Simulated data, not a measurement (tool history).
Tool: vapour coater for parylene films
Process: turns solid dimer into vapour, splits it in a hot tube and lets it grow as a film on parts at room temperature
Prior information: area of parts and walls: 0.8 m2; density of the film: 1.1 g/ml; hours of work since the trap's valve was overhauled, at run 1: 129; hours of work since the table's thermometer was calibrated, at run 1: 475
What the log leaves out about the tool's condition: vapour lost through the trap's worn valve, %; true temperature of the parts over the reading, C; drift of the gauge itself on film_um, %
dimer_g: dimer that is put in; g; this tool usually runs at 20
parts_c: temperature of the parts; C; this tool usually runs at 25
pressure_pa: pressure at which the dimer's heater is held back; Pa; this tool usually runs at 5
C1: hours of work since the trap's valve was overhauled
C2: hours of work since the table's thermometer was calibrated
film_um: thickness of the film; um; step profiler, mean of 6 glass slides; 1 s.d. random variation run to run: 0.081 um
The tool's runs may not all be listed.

run 1 day=0 | dimer_g=20 parts_c=25 pressure_pa=5 | C1=129 C2=475 | film_um=13.51
run 2 day=1.021 | dimer_g=20 parts_c=25 pressure_pa=5 | C1=142 C2=488 | film_um=13.5
run 3 day=2.029 | dimer_g=20 parts_c=25 pressure_pa=5 | C1=155 C2=502 | film_um=13.57
run 4 day=3.35 | dimer_g=20 parts_c=25 pressure_pa=5 | C1=172 C2=519 | film_um=13.59
run 5 day=4.712 | dimer_g=20 parts_c=25 pressure_pa=3.2 | C1=190 C2=536 | film_um=14.01
run 6 day=5.862 | dimer_g=20 parts_c=25 pressure_pa=3.2 | C1=205 C2=551 | film_um=14.19
run 7 day=7.021 | dimer_g=20 parts_c=25 pressure_pa=3.2 | C1=220 C2=566 | film_um=14.02
run 8 day=7.95 | dimer_g=20 parts_c=25 pressure_pa=3.2 | C1=232 C2=578 | film_um=14.15
run 9 day=8.758 | dimer_g=20 parts_c=25 pressure_pa=3.2 | C1=242 C2=589 | film_um=14.12
run 10 day=9.479 | dimer_g=20 parts_c=25 pressure_pa=3.2 | C1=252 C2=598 | film_um=14.11
run 11 day=10.721 | dimer_g=20 parts_c=25 pressure_pa=3.2 | C1=268 C2=614 | film_um=14.16
run 12 day=12.033 | dimer_g=20 parts_c=25 pressure_pa=3.2 | C1=285 C2=631 | film_um=13.93
run 13 day=12.975 | dimer_g=20 parts_c=25 pressure_pa=3.2 | C1=297 C2=644 | film_um=14.07
run 14 day=13.862 | dimer_g=20 parts_c=25 pressure_pa=5 | C1=309 C2=655 | film_um=13.36
-- day=14.6 trap's valve overhauled
run 15 day=15.279 | dimer_g=20 parts_c=25 pressure_pa=5 | C1=9 C2=671 | film_um=13.44
run 16 day=16.388 | dimer_g=20 parts_c=25 pressure_pa=2.72 | C1=23 C2=686 | film_um=14.44
run 17 day=17.05 | dimer_g=20 parts_c=25 pressure_pa=2.72 | C1=32 C2=694 | film_um=14.17
run 18 day=17.838 | dimer_g=20 parts_c=25 pressure_pa=2.72 | C1=42 C2=704 | film_um=14.19
run 19 day=19.133 | dimer_g=20 parts_c=25 pressure_pa=2.72 | C1=59 C2=721 | film_um=14.25
run 20 day=19.85 | dimer_g=20 parts_c=35 pressure_pa=5 | C1=68 C2=731 | film_um=8.22
run 21 day=20.85 | dimer_g=20 parts_c=35 pressure_pa=5 | C1=81 C2=744 | film_um=8.3
run 22 day=21.479 | dimer_g=20 parts_c=35 pressure_pa=5 | C1=89 C2=752 | film_um=8.22
run 23 day=22.829 | dimer_g=16 parts_c=25 pressure_pa=5 | C1=107 C2=769 | film_um=10.6
run 24 day=23.888 | dimer_g=20 parts_c=25 pressure_pa=5 | C1=120 C2=783 | film_um=13.3
run 25 day=25.221 | dimer_g=26 parts_c=25 pressure_pa=5 | C1=138 C2=800 | film_um=17.17
run 26 day=26.45 | dimer_g=20 parts_c=26 pressure_pa=7.9 | C1=154 C2=816 | film_um=12.06
run 27 day=27.446 | dimer_g=9 parts_c=33 pressure_pa=4.31 | C1=167 C2=829 | film_um=4.13
run 28 day=28.479 | dimer_g=9 parts_c=33 pressure_pa=4.31 | C1=180 C2=842 | film_um=4.14
run 29 day=29.654 | dimer_g=9 parts_c=19 pressure_pa=3.43 | C1=195 C2=858 | film_um=8.13
run 30 day=30.712 | dimer_g=9 parts_c=18 pressure_pa=3.43 | C1=209 C2=871 | film_um=8.62
run 31 day=31.779 | dimer_g=9 parts_c=18 pressure_pa=2.88 | C1=223 C2=885 | film_um=8.74
-- day=32.354 gauge calibrated
run 32 day=32.392 | dimer_g=23 parts_c=26 pressure_pa=2.92 | C1=231 C2=893 | film_um=15.75
run 33 day=33.708 | dimer_g=18 parts_c=19 pressure_pa=5 | C1=248 C2=910 | film_um=16.19
run 34 day=34.496 | dimer_g=18 parts_c=19 pressure_pa=5 | C1=258 C2=920 | film_um=16.21
run 35 day=35.192 | dimer_g=18 parts_c=19 pressure_pa=5 | C1=267 C2=930 | film_um=16.16
run 36 day=36.104 | dimer_g=18 parts_c=19 pressure_pa=5 | C1=279 C2=941 | film_um=16.18
run 37 day=37.371 | dimer_g=18 parts_c=19 pressure_pa=5 | C1=295 C2=958 | film_um=16.17
run 38 day=38.096 | dimer_g=18 parts_c=19 pressure_pa=5 | C1=305 C2=967 | film_um=16.16
run 39 day=38.7 | dimer_g=14 parts_c=33 pressure_pa=5.09 | C1=313 C2=975 | film_um=6.41
-- day=39.079 trap's valve overhauled
run 40 day=39.879 | dimer_g=14 parts_c=33 pressure_pa=5.09 | C1=10 C2=988 | film_um=6.42
run 41 day=40.933 | dimer_g=22 parts_c=18 pressure_pa=5.09 | C1=24 C2=1002 | film_um=20.92
run 42 day=42.296 | dimer_g=29 parts_c=22 pressure_pa=4.9 | C1=42 C2=1020 | film_um=22.68
run 43 day=43.175 | dimer_g=29 parts_c=32 pressure_pa=8.14 | C1=53 C2=1031 | film_um=13.24
run 44 day=44.471 | dimer_g=22 parts_c=32 pressure_pa=3.57 | C1=70 C2=1048 | film_um=10.96
run 45 day=45.238 | dimer_g=16 parts_c=25 pressure_pa=2.64 | C1=80 C2=1058 | film_um=11.53
run 46 day=46.308 | dimer_g=9 parts_c=33 pressure_pa=7.49 | C1=94 C2=1072 | film_um=3.93
run 47 day=47.246 | dimer_g=17 parts_c=30 pressure_pa=3.48 | C1=106 C2=1084 | film_um=9.21
run 48 day=48.542 | dimer_g=35 parts_c=28 pressure_pa=5 | C1=123 C2=1101 | film_um=20.44

What if the next run were any one of these 3? Each begins from the tool's condition after run 48:
run A day=49.783 | dimer_g=20 parts_c=31 pressure_pa=4.3 | C1=139 C2=1117 | film_um=?
run B day=49.783 | dimer_g=24 parts_c=28 pressure_pa=5 | C1=139 C2=1117 | film_um=?
run C day=49.783 | dimer_g=35 parts_c=22 pressure_pa=4.27 | C1=139 C2=1117 | film_um=?

run=A film_um=10.2
run=B film_um=13.98
run=C film_um=27.44
Take away the tool's hidden state, keep each run's random variation, and the runs would have read:
run=A film_um=10.38
run=B film_um=14.22
run=C film_um=27.92
